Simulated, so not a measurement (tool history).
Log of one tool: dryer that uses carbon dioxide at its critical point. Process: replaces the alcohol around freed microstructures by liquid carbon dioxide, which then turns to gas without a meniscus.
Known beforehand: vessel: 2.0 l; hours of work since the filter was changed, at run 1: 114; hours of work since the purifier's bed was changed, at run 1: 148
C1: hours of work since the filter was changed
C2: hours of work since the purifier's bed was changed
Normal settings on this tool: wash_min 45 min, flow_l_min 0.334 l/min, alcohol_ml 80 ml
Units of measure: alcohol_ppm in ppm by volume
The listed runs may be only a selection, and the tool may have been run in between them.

Run 1, day 0: usual settings; C1 114; C2 148. Result: alcohol_ppm 95 ppm by volume.
Run 2, day 0.25: usual settings; C1 117; C2 152. Result: alcohol_ppm 94 ppm by volume.
Run 3, day 0.592: usual settings; C1 122; C2 156. Result: alcohol_ppm 90 ppm by volume.
Run 4, day 0.854: usual settings but flow_l_min 0.258 l/min; C1 125; C2 159. Result: alcohol_ppm 242 ppm by volume.
Run 5, day 1.096: usual settings but flow_l_min 0.258 l/min; C1 128; C2 162. Result: alcohol_ppm 237 ppm by volume.
Run 6, day 1.308: usual settings; C1 131; C2 165. Result: alcohol_ppm 82 ppm by volume.
Run 7, day 1.621: usual settings; C1 135; C2 169. Result: alcohol_ppm 95 ppm by volume.
Run 8, day 1.962: usual settings; C1 139; C2 174. Result: alcohol_ppm 100 ppm by volume.
Run 9, day 2.146: usual settings; C1 142; C2 176. Result: alcohol_ppm 104 ppm by volume.
Run 10, day 2.467: usual settings; C1 146; C2 180. Result: alcohol_ppm 106 ppm by volume.
Run 11, day 2.742: usual settings; C1 149; C2 184. Result: alcohol_ppm 98 ppm by volume.
Run 12, day 2.9: usual settings; C1 151; C2 186. Result: alcohol_ppm 101 ppm by volume.
Run 13, day 3.188: usual settings; C1 155; C2 189. Result: alcohol_ppm 109 ppm by volume.

What does the tool deliver on the next run?
Run 14, day 3.538: usual settings; C1 160; C2 194. Result: alcohol_ppm ?.

{"run 14": {"alcohol_ppm": 107}}
Minus the tool's unlogged condition, the same run would have read alcohol_ppm 39 ppm by volume.
